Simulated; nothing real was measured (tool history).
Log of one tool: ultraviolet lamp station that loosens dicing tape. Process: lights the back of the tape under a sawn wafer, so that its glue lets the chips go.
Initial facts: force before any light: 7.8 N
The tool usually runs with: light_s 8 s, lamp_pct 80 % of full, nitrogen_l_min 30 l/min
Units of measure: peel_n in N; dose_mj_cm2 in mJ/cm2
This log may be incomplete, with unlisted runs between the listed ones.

run 1 day=0.000 | light_s=8 lamp_pct=80 nitrogen_l_min=30 | peel_n=0.633 dose_mj_cm2=173
run 2 day=1.512 | light_s=8 lamp_pct=80 nitrogen_l_min=45 | peel_n=0.510 dose_mj_cm2=172
run 3 day=3.004 | light_s=8 lamp_pct=80 nitrogen_l_min=45 | peel_n=0.522 dose_mj_cm2=169
run 4 day=4.012 | light_s=8 lamp_pct=80 nitrogen_l_min=30 | peel_n=0.694 dose_mj_cm2=166
run 5 day=5.308 | light_s=8 lamp_pct=98 nitrogen_l_min=30 | peel_n=0.454 dose_mj_cm2=205
run 6 day=6.496 | light_s=5 lamp_pct=98 nitrogen_l_min=30 | peel_n=1.171 dose_mj_cm2=126
run 7 day=7.842 | light_s=5 lamp_pct=98 nitrogen_l_min=30 | peel_n=1.186 dose_mj_cm2=128
run 8 day=8.867 | light_s=8 lamp_pct=80 nitrogen_l_min=30 | peel_n=0.720 dose_mj_cm2=161
run 9 day=9.771 | light_s=8 lamp_pct=80 nitrogen_l_min=30 | peel_n=0.740 dose_mj_cm2=161
run 10 day=11.162 | light_s=8 lamp_pct=80 nitrogen_l_min=30 | peel_n=0.782 dose_mj_cm2=158
run 11 day=11.946 | light_s=8 lamp_pct=77 nitrogen_l_min=14 | peel_n=1.405 dose_mj_cm2=155
run 12 day=13.329 | light_s=8 lamp_pct=77 nitrogen_l_min=17 | peel_n=1.237 dose_mj_cm2=152
run 13 day=14.508 | light_s=8 lamp_pct=61 nitrogen_l_min=21 | peel_n=1.630 dose_mj_cm2=116
run 14 day=15.592 | light_s=8 lamp_pct=61 nitrogen_l_min=21 | peel_n=1.667 dose_mj_cm2=115
run 15 day=16.671 | light_s=5 lamp_pct=68 nitrogen_l_min=54 | peel_n=1.761 dose_mj_cm2=78
-- day=17.567 window cleaned of glue's vapour
run 16 day=18.192 | light_s=8 lamp_pct=79 nitrogen_l_min=30 | peel_n=0.724 dose_mj_cm2=164
run 17 day=19.788 | light_s=8 lamp_pct=89 nitrogen_l_min=30 | peel_n=0.584 dose_mj_cm2=183
run 18 day=21.517 | light_s=7 lamp_pct=89 nitrogen_l_min=28 | peel_n=0.804 dose_mj_cm2=157

Below are 3 alternative next runs, each starting from the tool's condition after run 18. Predict each:
run A day=23.004 | light_s=8 lamp_pct=62 nitrogen_l_min=30 | peel_n=? dose_mj_cm2=?
run B day=23.004 | light_s=5 lamp_pct=64 nitrogen_l_min=15 | peel_n=? dose_mj_cm2=?
run C day=23.004 | light_s=7 lamp_pct=89 nitrogen_l_min=28 | peel_n=? dose_mj_cm2=?

run=A peel_n=1.200 dose_mj_cm2=124
run=B peel_n=3.062 dose_mj_cm2=78
run=C peel_n=0.861 dose_mj_cm2=158
Without the tool's unlogged condition, the same runs would have read:
run=A peel_n=0.654 dose_mj_cm2=172
run=B peel_n=2.152 dose_mj_cm2=109
run=C peel_n=0.452 dose_mj_cm2=217

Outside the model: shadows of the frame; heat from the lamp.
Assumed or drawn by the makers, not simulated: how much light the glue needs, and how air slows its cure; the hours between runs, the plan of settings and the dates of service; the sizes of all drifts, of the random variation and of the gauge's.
